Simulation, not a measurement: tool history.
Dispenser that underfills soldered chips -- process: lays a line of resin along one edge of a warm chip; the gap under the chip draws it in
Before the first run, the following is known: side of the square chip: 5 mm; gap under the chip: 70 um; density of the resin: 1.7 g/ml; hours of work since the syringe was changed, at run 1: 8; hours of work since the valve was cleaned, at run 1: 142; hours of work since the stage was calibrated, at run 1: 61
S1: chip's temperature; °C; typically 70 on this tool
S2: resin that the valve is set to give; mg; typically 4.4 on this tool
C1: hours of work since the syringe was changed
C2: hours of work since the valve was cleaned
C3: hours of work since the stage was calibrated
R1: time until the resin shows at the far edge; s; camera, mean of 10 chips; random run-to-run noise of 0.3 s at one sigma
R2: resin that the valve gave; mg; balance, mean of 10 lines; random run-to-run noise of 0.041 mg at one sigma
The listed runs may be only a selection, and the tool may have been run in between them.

{"run": 1, "day": 0.0, "S1": 70, "S2": 4.4, "C1": 8, "C2": 142, "C3": 61, "R1": 6.5, "R2": 4.09}
{"day": 0.071, "done": "new syringe of resin"}
{"run": 2, "day": 0.2, "S1": 71, "S2": 4.4, "C1": 2, "C2": 145, "C3": 64, "R1": 5.8, "R2": 4.08}
{"day": 0.292, "done": "dispensing valve cleaned and set on the balance"}
{"run": 3, "day": 0.362, "S1": 71, "S2": 4.4, "C1": 4, "C2": 1, "C3": 65, "R1": 5.8, "R2": 4.45}
{"run": 4, "day": 0.521, "S1": 70, "S2": 4.4, "C1": 6, "C2": 4, "C3": 68, "R1": 6.5, "R2": 4.37}
{"day": 0.683, "done": "new syringe of resin"}
{"run": 5, "day": 0.683, "S1": 70, "S2": 4.4, "C1": 0, "C2": 6, "C3": 70, "R1": 5.3, "R2": 4.4}
{"run": 6, "day": 0.775, "S1": 68, "S2": 4.4, "C1": 1, "C2": 7, "C3": 72, "R1": 6.2, "R2": 4.34}
{"run": 7, "day": 0.958, "S1": 80, "S2": 4.4, "C1": 4, "C2": 10, "C3": 74, "R1": 4, "R2": 4.36}
{"run": 8, "day": 1.092, "S1": 80, "S2": 4.4, "C1": 6, "C2": 12, "C3": 77, "R1": 4.5, "R2": 4.41}
{"run": 9, "day": 1.225, "S1": 80, "S2": 4.4, "C1": 8, "C2": 14, "C3": 79, "R1": 5.1, "R2": 4.34}
{"day": 1.246, "done": "new syringe of resin"}
{"run": 10, "day": 1.421, "S1": 80, "S2": 4.4, "C1": 3, "C2": 17, "C3": 81, "R1": 3.3, "R2": 4.4}
{"run": 11, "day": 1.554, "S1": 74, "S2": 5.09, "C1": 5, "C2": 19, "C3": 83, "R1": 5, "R2": 5.03}
{"run": 12, "day": 1.746, "S1": 65, "S2": 3.72, "C1": 8, "C2": 22, "C3": 86, "R1": 8, "R2": 3.71}
{"day": 1.812, "done": "new syringe of resin"}
{"run": 13, "day": 1.838, "S1": 61, "S2": 5.28, "C1": 0, "C2": 23, "C3": 88, "R1": 7.1, "R2": 5.23}
{"run": 14, "day": 1.958, "S1": 59, "S2": 5.24, "C1": 2, "C2": 25, "C3": 90, "R1": 7.4, "R2": 5.13}
{"run": 15, "day": 2.062, "S1": 56, "S2": 5.08, "C1": 4, "C2": 27, "C3": 91, "R1": 9.6, "R2": 5.06}

Run 16 has not been measured yet. What should we expect?
{"run": 16, "day": 2.258, "S1": 56, "S2": 5.08, "C1": 7, "C2": 30, "C3": 94, "R1": "?", "R2": "?"}

For run 16 the tool returned R1 11 s, R2 5.03 mg.
Take away the tool's hidden state, keep the run-to-run variation as it was, and the same run would have given R1 8.4 s, R2 5.1 mg.

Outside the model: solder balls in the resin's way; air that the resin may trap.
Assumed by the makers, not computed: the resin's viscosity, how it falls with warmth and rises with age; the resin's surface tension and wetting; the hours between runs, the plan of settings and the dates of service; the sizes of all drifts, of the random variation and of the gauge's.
